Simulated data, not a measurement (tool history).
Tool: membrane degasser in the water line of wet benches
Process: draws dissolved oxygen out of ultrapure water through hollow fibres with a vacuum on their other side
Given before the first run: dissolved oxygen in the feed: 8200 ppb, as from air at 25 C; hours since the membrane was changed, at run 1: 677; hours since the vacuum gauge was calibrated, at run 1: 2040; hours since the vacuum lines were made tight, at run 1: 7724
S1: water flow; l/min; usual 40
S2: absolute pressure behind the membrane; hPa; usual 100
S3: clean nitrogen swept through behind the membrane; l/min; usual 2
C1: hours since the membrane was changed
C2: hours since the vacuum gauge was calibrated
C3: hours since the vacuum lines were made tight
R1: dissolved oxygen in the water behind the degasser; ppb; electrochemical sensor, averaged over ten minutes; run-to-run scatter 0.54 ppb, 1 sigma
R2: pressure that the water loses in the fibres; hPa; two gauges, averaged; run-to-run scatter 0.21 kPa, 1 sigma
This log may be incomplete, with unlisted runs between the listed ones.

run	hour	S1	S2	S3	C1	C2	C3	R1	R2
1	0	40	100	2	677	2040	7724	298.3	548.9
2	31.8	40	100	2	709	2072	7756	297.3	550.8
3	76.7	40	183	2	754	2116	7800	633.3	548.1
4	140.5	40	183	2	817	2180	7864	635	546.6
5	207.2	40	183	1.8	884	2247	7931	689.5	547.6
6	250.5	40	100	2	927	2290	7974	298.3	547.2
7	279.8	40	100	2	957	2319	8004	298.7	548.7
8	323.5	40	100	2	1000	2363	8047	299.3	549
# hour 342.3: seals of the vacuum lines changed
9	385.2	25	100	2	1060	2423	43	194.7	345
10	439.3	40	100	2	1114	2477	97	296.8	546.8
11	468.5	40	100	2	1143	2506	126	297.7	550.7
12	501.6	40	100	2	1177	2539	159	297.8	547.4
13	540.9	39	100	4.03	1216	2579	199	156.4	534.7
14	607.7	39	100	4.03	1283	2645	265	155.9	539.9
15	641.7	40	100	1.96	1317	2679	299	302.8	552
16	699.6	40	100	1.47	1375	2737	357	386	550.8
# hour 705.2: vacuum gauge calibrated
17	728.6	54	73	1.47	1403	23	386	309.4	743.6
18	767.6	24	94	5.33	1442	62	425	68.9	328.4
19	829.4	24	94	5.33	1504	124	487	69.1	333
20	872.2	48	182	3.07	1547	167	529	512.3	663.8
# hour 885.1: vacuum gauge calibrated, once more
21	938.1	41	61	3.33	1612	53	595	85.4	565.7
22	968.8	41	61	3.33	1643	84	625	85.1	565.7
23	996.4	56	115	0.99	1670	111	653	810.4	771.3

4 ways to go on from here, each from the tool as it stands after run 23. What would each give?
A	1023.3	25	115	1.09	1697	138	680	?	?
B	1023.3	38	115	1.38	1697	138	680	?	?
C	1023.3	34	100	2	1697	138	680	?	?
D	1023.3	56	161	4.28	1697	138	680	?	?

run	R1	R2
A	401.8	343.5
B	466.5	518.6
C	257.2	465.7
D	381.5	772.6
With the hidden condition removed and each run's random variation left untouched, the same runs would have given:
run	R1	R2
A	400.9	341.4
B	465.3	515.4
C	256.4	462.8
D	380.7	767.8
